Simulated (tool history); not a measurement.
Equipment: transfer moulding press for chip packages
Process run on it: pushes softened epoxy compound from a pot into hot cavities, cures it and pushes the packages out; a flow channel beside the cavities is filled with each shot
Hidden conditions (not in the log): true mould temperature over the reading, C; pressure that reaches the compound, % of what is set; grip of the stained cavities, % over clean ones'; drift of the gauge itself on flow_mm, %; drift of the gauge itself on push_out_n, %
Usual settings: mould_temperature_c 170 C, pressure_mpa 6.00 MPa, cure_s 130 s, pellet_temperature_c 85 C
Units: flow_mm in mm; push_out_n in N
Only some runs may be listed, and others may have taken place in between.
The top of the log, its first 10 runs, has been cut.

run	hour	mould_temperature_c	pressure_mpa	cure_s	pellet_temperature_c	hours of work since the mould's thermocouples were calibrated	shots since the plunger's rings were changed	shots since the cavities were cleaned	incoming compound's hours out of the cold store	flow_mm	push_out_n
11	138.3	170	6.00	163	83	165	200	161	33.5	694	592
12	149.5	170	6.00	163	75	170	267	228	28.4	706	607
13	163.1	170	6.00	163	75	175	348	309	11.3	777	654
14	171.9	170	6.00	163	75	179	400	361	38.9	668	696
# hour 180.8: cavities cleaned with cleaning compound and waxed
15	186.0	170	6.00	163	77	184	475	31	18.9	747	478
16	195.8	168	4.99	125	92	188	533	89	24.0	666	640
17	208.3	163	6.00	133	85	193	607	163	8.7	792	853
18	221.9	163	6.00	165	82	199	688	244	18.7	767	674
19	230.8	170	4.67	130	92	203	742	298	37.2	603	689
20	239.6	170	6.00	141	85	206	794	350	39.0	678	654
# hour 251.7: cavities cleaned with cleaning compound and waxed
21	259.8	171	6.00	130	85	214	905	48	35.0	674	546
22	275.6	171	6.00	130	85	220	999	142	15.8	739	609
23	286.0	171	6.00	130	85	224	1061	204	22.0	722	632
24	295.9	168	6.00	140	85	229	1119	262	14.3	753	686
25	305.6	168	6.67	130	93	233	1177	320	42.6	703	728
26	318.5	168	4.96	133	94	238	1254	397	38.2	611	765
# hour 321.4: cavities cleaned with cleaning compound and waxed
27	329.6	168	4.96	133	94	242	1311	48	24.1	659	583
28	340.3	167	6.28	111	88	246	1375	112	34.9	704	821
29	357.8	170	6.00	136	85	253	1479	216	43.3	660	642
30	377.1	170	6.00	135	93	261	1594	331	11.2	763	729

Below are 3 alternative next runs, each starting from the tool's condition after run 30. Predict each:
A	388.8	165	6.60	136	85	266	1663	400	14.1	?	?
B	388.8	170	7.33	130	92	266	1663	400	10.0	?	?
C	388.8	170	6.00	164	93	266	1663	400	43.4	?	?

run	flow_mm	push_out_n
A	790	882
B	844	750
C	644	720
What these runs would have given with no unlogged condition in the tool:
run	flow_mm	push_out_n
A	812	569
B	867	488
C	662	473
